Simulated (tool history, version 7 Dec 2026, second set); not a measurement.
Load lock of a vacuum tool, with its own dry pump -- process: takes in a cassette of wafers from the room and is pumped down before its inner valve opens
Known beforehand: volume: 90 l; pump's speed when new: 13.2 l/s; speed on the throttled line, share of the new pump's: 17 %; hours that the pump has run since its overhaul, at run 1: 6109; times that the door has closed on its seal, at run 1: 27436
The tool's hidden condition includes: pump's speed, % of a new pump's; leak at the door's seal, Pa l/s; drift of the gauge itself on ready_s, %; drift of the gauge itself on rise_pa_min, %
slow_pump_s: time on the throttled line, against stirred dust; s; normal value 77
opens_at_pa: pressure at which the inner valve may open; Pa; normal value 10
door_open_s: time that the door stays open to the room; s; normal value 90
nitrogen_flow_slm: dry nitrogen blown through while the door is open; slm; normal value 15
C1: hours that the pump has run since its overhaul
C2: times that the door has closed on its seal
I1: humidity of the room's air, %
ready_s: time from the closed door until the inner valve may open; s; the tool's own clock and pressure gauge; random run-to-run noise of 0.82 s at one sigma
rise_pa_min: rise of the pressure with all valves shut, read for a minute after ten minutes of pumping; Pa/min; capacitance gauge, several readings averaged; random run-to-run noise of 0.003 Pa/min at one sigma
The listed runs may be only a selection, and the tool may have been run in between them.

run 1 hour=0.0 | slow_pump_s=77 opens_at_pa=10 door_open_s=90 nitrogen_flow_slm=15 | C1=6109 C2=27436 | I1=44.6 | ready_s=138.3 rise_pa_min=0.065
run 2 hour=224.2 | slow_pump_s=77 opens_at_pa=10 door_open_s=90 nitrogen_flow_slm=15 | C1=6333 C2=28178 | I1=45.0 | ready_s=139.4 rise_pa_min=0.075
run 3 hour=374.6 | slow_pump_s=77 opens_at_pa=10 door_open_s=90 nitrogen_flow_slm=25 | C1=6483 C2=28675 | I1=44.3 | ready_s=138.8 rise_pa_min=0.059
run 4 hour=571.9 | slow_pump_s=77 opens_at_pa=10 door_open_s=90 nitrogen_flow_slm=25 | C1=6681 C2=29327 | I1=43.4 | ready_s=138.6 rise_pa_min=0.060
run 5 hour=711.1 | slow_pump_s=77 opens_at_pa=10 door_open_s=49 nitrogen_flow_slm=25 | C1=6820 C2=29787 | I1=44.3 | ready_s=140.0 rise_pa_min=0.051
run 6 hour=922.2 | slow_pump_s=77 opens_at_pa=10 door_open_s=49 nitrogen_flow_slm=25 | C1=7031 C2=30485 | I1=44.6 | ready_s=141.2 rise_pa_min=0.057
run 7 hour=1152.1 | slow_pump_s=40 opens_at_pa=10 door_open_s=90 nitrogen_flow_slm=15 | C1=7261 C2=31245 | I1=46.0 | ready_s=111.6 rise_pa_min=0.084
run 8 hour=1405.4 | slow_pump_s=40 opens_at_pa=8 door_open_s=90 nitrogen_flow_slm=15 | C1=7514 C2=32082 | I1=44.5 | ready_s=115.0 rise_pa_min=0.072
run 9 hour=1637.0 | slow_pump_s=40 opens_at_pa=8 door_open_s=90 nitrogen_flow_slm=15 | C1=7746 C2=32848 | I1=44.2 | ready_s=113.5 rise_pa_min=0.084
run 10 hour=1790.7 | slow_pump_s=40 opens_at_pa=8 door_open_s=90 nitrogen_flow_slm=15 | C1=7899 C2=33356 | I1=43.1 | ready_s=116.5 rise_pa_min=0.075
run 11 hour=2023.5 | slow_pump_s=40 opens_at_pa=8 door_open_s=90 nitrogen_flow_slm=15 | C1=8132 C2=34125 | I1=46.4 | ready_s=115.9 rise_pa_min=0.084
run 12 hour=2247.1 | slow_pump_s=40 opens_at_pa=8 door_open_s=90 nitrogen_flow_slm=15 | C1=8356 C2=34865 | I1=46.4 | ready_s=117.5 rise_pa_min=0.090
run 13 hour=2511.2 | slow_pump_s=112 opens_at_pa=10 door_open_s=90 nitrogen_flow_slm=6 | C1=8620 C2=35738 | I1=44.4 | ready_s=173.0 rise_pa_min=0.104
run 14 hour=2706.0 | slow_pump_s=57 opens_at_pa=10 door_open_s=90 nitrogen_flow_slm=6 | C1=8815 C2=36381 | I1=45.4 | ready_s=129.9 rise_pa_min=0.100
run 15 hour=2873.9 | slow_pump_s=57 opens_at_pa=10 door_open_s=90 nitrogen_flow_slm=6 | C1=8983 C2=36936 | I1=42.4 | ready_s=130.7 rise_pa_min=0.096
run 16 hour=2988.8 | slow_pump_s=57 opens_at_pa=18 door_open_s=90 nitrogen_flow_slm=7 | C1=9098 C2=37316 | I1=43.0 | ready_s=125.0 rise_pa_min=0.101
run 17 hour=3238.5 | slow_pump_s=44 opens_at_pa=17 door_open_s=90 nitrogen_flow_slm=15 | C1=9347 C2=38142 | I1=45.2 | ready_s=114.3 rise_pa_min=0.088
run 18 hour=3502.8 | slow_pump_s=44 opens_at_pa=17 door_open_s=90 nitrogen_flow_slm=15 | C1=9611 C2=39015 | I1=43.5 | ready_s=116.6 rise_pa_min=0.086
run 19 hour=3612.5 | slow_pump_s=108 opens_at_pa=10 door_open_s=90 nitrogen_flow_slm=15 | C1=9721 C2=39378 | I1=47.4 | ready_s=169.3 rise_pa_min=0.096
run 20 hour=3724.5 | slow_pump_s=81 opens_at_pa=8 door_open_s=90 nitrogen_flow_slm=15 | C1=9833 C2=39748 | I1=44.9 | ready_s=153.2 rise_pa_min=0.094
-- hour=3802.3 dry pump taken out, an overhauled one fitted
run 21 hour=3947.2 | slow_pump_s=75 opens_at_pa=13 door_open_s=179 nitrogen_flow_slm=20 | C1=145 C2=40464 | I1=47.8 | ready_s=123.9 rise_pa_min=0.118
run 22 hour=4100.8 | slow_pump_s=75 opens_at_pa=13 door_open_s=179 nitrogen_flow_slm=20 | C1=298 C2=40972 | I1=45.5 | ready_s=124.4 rise_pa_min=0.111

Pick out some run-to-run changes in ready_s. Of each, how much would a tool without hidden state show as well, from the settings, what came in and chance, and how much is left for the hidden state and any gauge scatter not in both results compared?
Run 12 -> 13: slow_pump_s 40 -> 112, opens_at_pa 8 -> 10, nitrogen_flow_slm 15 -> 6. ready_s +55.5 s: hidden state -3.9, all else +59.4.
Run 18 -> 19: slow_pump_s 44 -> 108, opens_at_pa 17 -> 10. ready_s +52.7 s: hidden state -2.9, all else +55.6.
Run 20 -> 21: slow_pump_s 81 -> 75, opens_at_pa 8 -> 13, door_open_s 90 -> 179, nitrogen_flow_slm 15 -> 20, dry pump taken out, an overhauled one fitted. ready_s -29.3 s: hidden state -19.8, all else -9.5.

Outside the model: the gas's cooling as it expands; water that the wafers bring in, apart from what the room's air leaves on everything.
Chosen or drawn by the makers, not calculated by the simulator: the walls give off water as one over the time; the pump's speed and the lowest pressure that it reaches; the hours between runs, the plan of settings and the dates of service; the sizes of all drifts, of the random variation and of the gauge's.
